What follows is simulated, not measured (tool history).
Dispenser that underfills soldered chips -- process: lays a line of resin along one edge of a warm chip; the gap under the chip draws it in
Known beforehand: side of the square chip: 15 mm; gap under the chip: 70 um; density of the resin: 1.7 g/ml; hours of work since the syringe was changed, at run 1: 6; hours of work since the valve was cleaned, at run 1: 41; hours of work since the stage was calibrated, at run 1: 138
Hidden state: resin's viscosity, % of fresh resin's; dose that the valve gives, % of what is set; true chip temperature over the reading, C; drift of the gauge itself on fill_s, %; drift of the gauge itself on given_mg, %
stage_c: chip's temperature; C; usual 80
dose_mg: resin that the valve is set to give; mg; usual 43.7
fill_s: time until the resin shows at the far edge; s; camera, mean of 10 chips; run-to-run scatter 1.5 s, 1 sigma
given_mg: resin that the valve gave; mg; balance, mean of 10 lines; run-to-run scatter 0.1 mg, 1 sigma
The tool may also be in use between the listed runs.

| run | hour | stage_c | dose_mg | hours of work since the syringe was changed | hours of work since the valve was cleaned | hours of work since the stage was calibrated | fill_s | given_mg |
|---|---|---|---|---|---|---|---|---|
| 1 | 0 | 80 | 43.7 | 6 | 41 | 138 | 248.4 | 42.81 |
|  | 3.2 | new syringe of resin |
| 2 | 9 | 80 | 43.7 | 4 | 48 | 144 | 213.5 | 42.4 |
|  | 14.1 | new syringe of resin |
| 3 | 20.5 | 83 | 43.7 | 5 | 57 | 153 | 207.7 | 42.51 |
|  | 25.6 | new syringe of resin |
| 4 | 29.8 | 80 | 43.7 | 3 | 64 | 160 | 198.3 | 42.33 |
|  | 36.5 | new syringe of resin |
|  | 41.6 | dispensing valve cleaned and set on the balance |
| 5 | 44 | 80 | 43.7 | 5 | 2 | 170 | 229.4 | 43.71 |
|  | 48.2 | new syringe of resin |
| 6 | 51.7 | 72 | 43.7 | 3 | 8 | 176 | 254 | 43.4 |
| 7 | 57.2 | 78 | 43.7 | 7 | 12 | 180 | 292.2 | 43.28 |
|  | 59.8 | new syringe of resin |
| 8 | 63.4 | 78 | 43.7 | 3 | 16 | 184 | 206.9 | 43.34 |
|  | 70.5 | new syringe of resin |
| 9 | 70.5 | 78 | 43.7 | 0 | 22 | 190 | 167.2 | 43.16 |
| 10 | 77.4 | 78 | 43.7 | 5 | 27 | 195 | 257.7 | 43.1 |
|  | 81.3 | new syringe of resin |
| 11 | 85.8 | 78 | 43.7 | 3 | 33 | 201 | 221.5 | 42.86 |
|  | 92.5 | new syringe of resin |
| 12 | 95.1 | 78 | 43.7 | 2 | 40 | 208 | 194.5 | 42.66 |
|  | 103.5 | new syringe of resin |
| 13 | 104.7 | 78 | 43.7 | 1 | 47 | 215 | 176.3 | 42.52 |
|  | 114.5 | new syringe of resin |
| 14 | 118.2 | 80 | 43.7 | 3 | 57 | 226 | 198.7 | 42.34 |
|  | 125.3 | new syringe of resin |
| 15 | 127.8 | 91 | 43.7 | 2 | 65 | 233 | 122.8 | 42.05 |
|  | 136 | new syringe of resin |
| 16 | 136 | 69 | 43.7 | 0 | 71 | 239 | 237.9 | 41.94 |
|  | 138.6 | dispensing valve cleaned and set on the balance |
| 17 | 144.4 | 69 | 55.4 | 6 | 4 | 244 | 387.3 | 55.48 |
|  | 148.3 | new syringe of resin |
| 18 | 154.3 | 76 | 41.1 | 5 | 12 | 252 | 263.3 | 40.94 |
|  | 159.5 | new syringe of resin |
| 19 | 166.1 | 66 | 54.5 | 5 | 21 | 261 | 401.9 | 53.95 |
|  | 170.3 | new syringe of resin |
| 20 | 174.4 | 93 | 48.8 | 3 | 27 | 267 | 125.8 | 48.15 |
|  | 180.9 | new syringe of resin |
| 21 | 185.2 | 93 | 48.8 | 3 | 35 | 275 | 127.6 | 47.84 |
|  | 192.2 | new syringe of resin |
| 22 | 195.2 | 67 | 53.6 | 2 | 43 | 283 | 315.8 | 52.43 |
|  | 203.1 | new syringe of resin |
| 23 | 207.6 | 82 | 56.5 | 3 | 52 | 292 | 187.6 | 55.05 |
|  | 213.8 | new syringe of resin |
| 24 | 220.1 | 87 | 43.8 | 5 | 61 | 301 | 182.7 | 42.34 |
|  | 224.3 | new syringe of resin |
| 25 | 226.5 | 72 | 51.6 | 2 | 66 | 306 | 242.1 | 49.78 |
| 26 | 231.9 | 75 | 42 | 6 | 70 | 310 | 311 | 40.41 |
|  | 234.7 | dispensing valve cleaned and set on the balance |
|  | 236.1 | new syringe of resin |
| 27 | 242.2 | 75 | 42 | 5 | 6 | 317 | 280.5 | 41.94 |
|  | 247 | new syringe of resin |
| 28 | 252.8 | 84 | 56.2 | 4 | 14 | 325 | 199.8 | 55.62 |
|  | 258 | new syringe of resin |
| 29 | 259.2 | 93 | 43.7 | 1 | 18 | 330 | 107.1 | 43.28 |
| 30 | 264.5 | 93 | 40.9 | 5 | 22 | 334 | 152.9 | 40.3 |
|  | 269.2 | new syringe of resin |
|  | 273.7 | stage's temperature calibrated |
| 31 | 276.8 | 73 | 48.2 | 5 | 31 | 2 | 288.8 | 47.23 |
|  | 281.1 | new syringe of resin |
| 32 | 289.6 | 73 | 48.2 | 7 | 40 | 12 | 331.5 | 47.08 |
|  | 292.6 | new syringe of resin |
| 33 | 302.2 | 71 | 39.1 | 7 | 50 | 22 | 387.8 | 37.86 |

Each row is a separate what-if for the run after 33, all from the same tool condition, not one after another. Results?
|  | 303.5 | new syringe of resin |
| A | 310.8 | 80 | 39.3 | 6 | 56 | 28 | ? | ? |
|  | 303.5 | new syringe of resin |
| B | 310.8 | 72 | 43.7 | 6 | 56 | 28 | ? | ? |
|  | 303.5 | new syringe of resin |
| C | 310.8 | 66 | 40.6 | 6 | 56 | 28 | ? | ? |
|  | 303.5 | new syringe of resin |
| D | 310.8 | 86 | 39.1 | 6 | 56 | 28 | ? | ? |

| run | fill_s | given_mg |
|---|---|---|
| A | 239.7 | 38.06 |
| B | 316.1 | 42.32 |
| C | 403.4 | 39.42 |
| D | 194.8 | 37.81 |
Had the tool no hidden state, the same runs would have come out as:
| run | fill_s | given_mg |
|---|---|---|
| A | 146.3 | 39.33 |
| B | 193.1 | 43.74 |
| C | 245.7 | 40.74 |
| D | 119.1 | 39.08 |
